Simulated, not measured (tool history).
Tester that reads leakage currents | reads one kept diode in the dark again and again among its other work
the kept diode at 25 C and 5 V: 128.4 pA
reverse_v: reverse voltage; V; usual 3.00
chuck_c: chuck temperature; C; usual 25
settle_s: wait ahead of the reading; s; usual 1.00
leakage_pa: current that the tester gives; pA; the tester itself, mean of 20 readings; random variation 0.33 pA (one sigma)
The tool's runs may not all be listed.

run 1 day=0.000 | reverse_v=3.00 chuck_c=25 settle_s=1.00 | leakage_pa=119.08
run 2 day=4.588 | reverse_v=3.00 chuck_c=25 settle_s=1.00 | leakage_pa=118.97
run 3 day=7.700 | reverse_v=3.00 chuck_c=25 settle_s=1.00 | leakage_pa=119.43
run 4 day=13.804 | reverse_v=3.00 chuck_c=25 settle_s=1.00 | leakage_pa=119.51
run 5 day=19.817 | reverse_v=3.00 chuck_c=25 settle_s=1.00 | leakage_pa=120.05
run 6 day=25.633 | reverse_v=3.00 chuck_c=25 settle_s=1.00 | leakage_pa=120.94
-- day=28.908 probe card cleaned and baked
run 7 day=31.762 | reverse_v=3.00 chuck_c=25 settle_s=1.00 | leakage_pa=113.70
run 8 day=34.850 | reverse_v=3.00 chuck_c=25 settle_s=1.00 | leakage_pa=114.53
run 9 day=39.533 | reverse_v=3.00 chuck_c=25 settle_s=1.00 | leakage_pa=114.61
-- day=43.896 chuck's temperature calibrated
run 10 day=46.033 | reverse_v=3.00 chuck_c=25 settle_s=1.00 | leakage_pa=114.92
run 11 day=49.617 | reverse_v=3.00 chuck_c=28 settle_s=1.00 | leakage_pa=144.48
run 12 day=54.888 | reverse_v=3.00 chuck_c=28 settle_s=1.00 | leakage_pa=144.61
run 13 day=58.817 | reverse_v=3.00 chuck_c=28 settle_s=1.00 | leakage_pa=145.31
-- day=60.692 chuck's temperature calibrated, once more
run 14 day=63.921 | reverse_v=3.00 chuck_c=28 settle_s=1.00 | leakage_pa=138.85
run 15 day=68.542 | reverse_v=3.00 chuck_c=28 settle_s=1.00 | leakage_pa=137.92
run 16 day=71.867 | reverse_v=3.00 chuck_c=28 settle_s=1.00 | leakage_pa=138.53
run 17 day=76.779 | reverse_v=3.00 chuck_c=28 settle_s=1.00 | leakage_pa=139.11
run 18 day=81.538 | reverse_v=8.92 chuck_c=25 settle_s=0.31 | leakage_pa=166.81
run 19 day=85.921 | reverse_v=8.92 chuck_c=25 settle_s=0.31 | leakage_pa=166.49
run 20 day=91.829 | reverse_v=1.02 chuck_c=25 settle_s=3.03 | leakage_pa=78.18
run 21 day=94.483 | reverse_v=1.02 chuck_c=25 settle_s=3.03 | leakage_pa=78.13
run 22 day=98.854 | reverse_v=7.31 chuck_c=38 settle_s=0.58 | leakage_pa=389.13
run 23 day=104.862 | reverse_v=1.81 chuck_c=48 settle_s=7.65 | leakage_pa=481.52
run 24 day=108.958 | reverse_v=5.93 chuck_c=44 settle_s=8.26 | leakage_pa=543.18
run 25 day=112.938 | reverse_v=1.37 chuck_c=44 settle_s=1.04 | leakage_pa=338.52
run 26 day=117.458 | reverse_v=1.37 chuck_c=44 settle_s=1.04 | leakage_pa=337.04
run 27 day=123.121 | reverse_v=1.37 chuck_c=44 settle_s=1.04 | leakage_pa=338.48
run 28 day=127.854 | reverse_v=3.00 chuck_c=44 settle_s=1.00 | leakage_pa=438.68
run 29 day=130.604 | reverse_v=3.00 chuck_c=44 settle_s=1.00 | leakage_pa=438.06
run 30 day=135.438 | reverse_v=3.00 chuck_c=44 settle_s=1.00 | leakage_pa=438.15
run 31 day=140.992 | reverse_v=1.30 chuck_c=45 settle_s=0.41 | leakage_pa=357.75

Forecast each of these 3 alternatives for the next run:
run A day=146.238 | reverse_v=7.72 chuck_c=58 settle_s=0.77 | leakage_pa=?
run B day=146.238 | reverse_v=12.41 chuck_c=25 settle_s=1.00 | leakage_pa=?
run C day=146.238 | reverse_v=1.30 chuck_c=22 settle_s=3.27 | leakage_pa=?

run=A leakage_pa=1470.73
run=B leakage_pa=193.00
run=C leakage_pa=69.36
Without the tool's hidden state the same runs would have given:
run=A leakage_pa=1432.81
run=B leakage_pa=175.27
run=C leakage_pa=66.05
